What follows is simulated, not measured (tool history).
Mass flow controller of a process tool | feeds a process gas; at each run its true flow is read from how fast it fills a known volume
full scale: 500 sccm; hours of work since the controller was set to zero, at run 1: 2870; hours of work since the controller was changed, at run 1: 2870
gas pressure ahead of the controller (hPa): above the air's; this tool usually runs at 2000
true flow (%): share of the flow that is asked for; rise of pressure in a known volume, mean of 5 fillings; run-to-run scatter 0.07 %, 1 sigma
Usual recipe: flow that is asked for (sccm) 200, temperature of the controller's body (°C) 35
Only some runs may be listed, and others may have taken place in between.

| run | day | flow that is asked for (sccm) | gas pressure ahead of the controller (hPa) | temperature of the controller's body (°C) | hours of work since the controller was set to zero | hours of work since the controller was changed | true flow (%) |
|---|---|---|---|---|---|---|---|
| 1 | 0 | 200 | 2000 | 35 | 2870 | 2870 | 99.42 |
| 2 | 9.375 | 200 | 2000 | 35 | 2956 | 2956 | 99.46 |
| 3 | 22.712 | 200 | 2000 | 35 | 3079 | 3079 | 99.37 |
| 4 | 37.279 | 200 | 2000 | 35 | 3213 | 3213 | 99.55 |
| 5 | 53.946 | 200 | 2000 | 35 | 3367 | 3367 | 99.51 |
| 6 | 64.2 | 200 | 2000 | 22 | 3461 | 3461 | 98.36 |
| 7 | 80.317 | 200 | 2000 | 22 | 3610 | 3610 | 98.4 |
| 8 | 92.954 | 423 | 2000 | 22 | 3726 | 3726 | 99.64 |
| 9 | 107.45 | 423 | 2000 | 22 | 3859 | 3859 | 99.44 |
| 10 | 119.279 | 104 | 2240 | 21 | 3968 | 3968 | 97.61 |
| 11 | 127.371 | 397 | 2000 | 21 | 4043 | 4043 | 99.47 |
| 12 | 142.104 | 143 | 2180 | 21 | 4178 | 4178 | 97.98 |
| 13 | 156.679 | 143 | 2180 | 21 | 4313 | 4313 | 98.07 |
| 14 | 167.35 | 95 | 1860 | 35 | 4411 | 4411 | 99.4 |
| 15 | 176.508 | 95 | 1860 | 35 | 4495 | 4495 | 99.27 |
| 16 | 183.758 | 113 | 1860 | 23 | 4562 | 4562 | 98.27 |
| 17 | 194.975 | 113 | 1860 | 23 | 4665 | 4665 | 98.25 |

Alternative continuations, all from the tool just after run 17; predict every row:
| A | 209.933 | 145 | 1860 | 31 | 4803 | 4803 | ? |
| B | 209.933 | 200 | 2430 | 38 | 4803 | 4803 | ? |
| C | 209.933 | 200 | 2000 | 38 | 4803 | 4803 | ? |
| D | 209.933 | 157 | 1410 | 27 | 4803 | 4803 | ? |
| E | 209.933 | 87 | 1860 | 23 | 4803 | 4803 | ? |

| run | true flow (%) |
|---|---|
| A | 99.29 |
| B | 100.27 |
| C | 100.4 |
| D | 98.92 |
| E | 98.27 |
Take away the tool's hidden state, keep each run's random variation, and the runs would have read:
| run | true flow (%) |
|---|---|
| A | 98.68 |
| B | 99.64 |
| C | 99.77 |
| D | 98.31 |
| E | 97.66 |

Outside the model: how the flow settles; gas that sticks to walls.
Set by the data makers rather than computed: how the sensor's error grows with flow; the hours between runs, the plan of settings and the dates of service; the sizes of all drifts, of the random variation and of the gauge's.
